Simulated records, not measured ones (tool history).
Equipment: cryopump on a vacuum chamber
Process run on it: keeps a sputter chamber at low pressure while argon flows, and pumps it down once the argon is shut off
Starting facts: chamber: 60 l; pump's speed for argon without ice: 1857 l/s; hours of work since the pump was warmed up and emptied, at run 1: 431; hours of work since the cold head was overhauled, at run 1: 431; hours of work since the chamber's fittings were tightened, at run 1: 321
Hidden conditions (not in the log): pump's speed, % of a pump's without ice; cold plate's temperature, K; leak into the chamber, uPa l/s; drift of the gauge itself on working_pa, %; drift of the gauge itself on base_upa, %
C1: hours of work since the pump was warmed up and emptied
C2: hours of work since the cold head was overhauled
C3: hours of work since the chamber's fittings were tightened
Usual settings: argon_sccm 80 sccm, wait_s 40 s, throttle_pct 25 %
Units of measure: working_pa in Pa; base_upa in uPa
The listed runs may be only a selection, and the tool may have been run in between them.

{"run": 1, "hour": 0.0, "argon_sccm": 80, "wait_s": 40, "throttle_pct": 25, "C1": 431, "C2": 431, "C3": 321, "working_pa": 0.3064, "base_upa": 2.03}
{"run": 2, "hour": 38.4, "argon_sccm": 52, "wait_s": 40, "throttle_pct": 25, "C1": 458, "C2": 458, "C3": 348, "working_pa": 0.2007, "base_upa": 2.02}
{"run": 3, "hour": 64.2, "argon_sccm": 56, "wait_s": 40, "throttle_pct": 25, "C1": 476, "C2": 476, "C3": 366, "working_pa": 0.216, "base_upa": 2.02}
{"run": 4, "hour": 86.5, "argon_sccm": 56, "wait_s": 40, "throttle_pct": 25, "C1": 491, "C2": 491, "C3": 382, "working_pa": 0.217, "base_upa": 2.03}
{"run": 5, "hour": 118.0, "argon_sccm": 56, "wait_s": 40, "throttle_pct": 25, "C1": 513, "C2": 513, "C3": 404, "working_pa": 0.2187, "base_upa": 2.07}
{"run": 6, "hour": 149.5, "argon_sccm": 87, "wait_s": 40, "throttle_pct": 25, "C1": 536, "C2": 536, "C3": 426, "working_pa": 0.3372, "base_upa": 2.06}
{"run": 7, "hour": 178.0, "argon_sccm": 87, "wait_s": 40, "throttle_pct": 25, "C1": 556, "C2": 556, "C3": 446, "working_pa": 0.3402, "base_upa": 2.1}
{"run": 8, "hour": 227.2, "argon_sccm": 87, "wait_s": 40, "throttle_pct": 25, "C1": 590, "C2": 590, "C3": 480, "working_pa": 0.3425, "base_upa": 2.16}
{"run": 9, "hour": 276.3, "argon_sccm": 87, "wait_s": 40, "throttle_pct": 25, "C1": 625, "C2": 625, "C3": 515, "working_pa": 0.3445, "base_upa": 2.28}
{"run": 10, "hour": 314.1, "argon_sccm": 87, "wait_s": 40, "throttle_pct": 25, "C1": 651, "C2": 651, "C3": 541, "working_pa": 0.3449, "base_upa": 2.25}
{"run": 11, "hour": 354.4, "argon_sccm": 80, "wait_s": 40, "throttle_pct": 25, "C1": 679, "C2": 679, "C3": 570, "working_pa": 0.3205, "base_upa": 2.27}
{"run": 12, "hour": 379.0, "argon_sccm": 80, "wait_s": 40, "throttle_pct": 25, "C1": 697, "C2": 697, "C3": 587, "working_pa": 0.3197, "base_upa": 2.39}
{"run": 13, "hour": 416.7, "argon_sccm": 80, "wait_s": 40, "throttle_pct": 25, "C1": 723, "C2": 723, "C3": 613, "working_pa": 0.3207, "base_upa": 2.32}
{"run": 14, "hour": 466.0, "argon_sccm": 80, "wait_s": 40, "throttle_pct": 25, "C1": 758, "C2": 758, "C3": 648, "working_pa": 0.321, "base_upa": 2.52}
{"run": 15, "hour": 514.2, "argon_sccm": 80, "wait_s": 40, "throttle_pct": 25, "C1": 792, "C2": 792, "C3": 682, "working_pa": 0.3261, "base_upa": 2.48}
{"run": 16, "hour": 543.9, "argon_sccm": 88, "wait_s": 27, "throttle_pct": 24, "C1": 812, "C2": 812, "C3": 703, "working_pa": 0.3737, "base_upa": 3.29}
{"hour": 556.2, "done": "pump warmed up, emptied and cooled again"}
{"run": 17, "hour": 570.1, "argon_sccm": 53, "wait_s": 55, "throttle_pct": 24, "C1": 10, "C2": 827, "C3": 717, "working_pa": 0.2018, "base_upa": 1.84}
{"run": 18, "hour": 610.8, "argon_sccm": 80, "wait_s": 40, "throttle_pct": 28, "C1": 38, "C2": 856, "C3": 746, "working_pa": 0.2628, "base_upa": 2.24}
{"run": 19, "hour": 655.5, "argon_sccm": 80, "wait_s": 23, "throttle_pct": 28, "C1": 70, "C2": 887, "C3": 777, "working_pa": 0.2617, "base_upa": 3.39}
{"run": 20, "hour": 682.9, "argon_sccm": 41, "wait_s": 93, "throttle_pct": 20, "C1": 89, "C2": 906, "C3": 797, "working_pa": 0.1891, "base_upa": 1.47}
{"run": 21, "hour": 707.5, "argon_sccm": 41, "wait_s": 217, "throttle_pct": 20, "C1": 106, "C2": 924, "C3": 814, "working_pa": 0.1877, "base_upa": 1.16}
{"run": 22, "hour": 744.3, "argon_sccm": 41, "wait_s": 217, "throttle_pct": 20, "C1": 132, "C2": 949, "C3": 840, "working_pa": 0.1879, "base_upa": 1.19}
{"run": 23, "hour": 768.4, "argon_sccm": 76, "wait_s": 87, "throttle_pct": 20, "C1": 149, "C2": 966, "C3": 857, "working_pa": 0.3524, "base_upa": 1.64}
{"run": 24, "hour": 799.3, "argon_sccm": 76, "wait_s": 87, "throttle_pct": 20, "C1": 171, "C2": 988, "C3": 878, "working_pa": 0.3526, "base_upa": 1.65}
{"run": 25, "hour": 832.8, "argon_sccm": 91, "wait_s": 40, "throttle_pct": 28, "C1": 194, "C2": 1012, "C3": 902, "working_pa": 0.3037, "base_upa": 2.48}

Predict the results of run 26:
{"run": 26, "hour": 870.6, "argon_sccm": 91, "wait_s": 40, "throttle_pct": 28, "C1": 221, "C2": 1038, "C3": 928, "working_pa": "?", "base_upa": "?"}

Run 26 yielded working_pa 0.3045 Pa, base_upa 2.45 uPa.
If the tool had no hidden condition, the same run with the same run-to-run variation would have returned working_pa 0.2952 Pa, base_upa 1.58 uPa.

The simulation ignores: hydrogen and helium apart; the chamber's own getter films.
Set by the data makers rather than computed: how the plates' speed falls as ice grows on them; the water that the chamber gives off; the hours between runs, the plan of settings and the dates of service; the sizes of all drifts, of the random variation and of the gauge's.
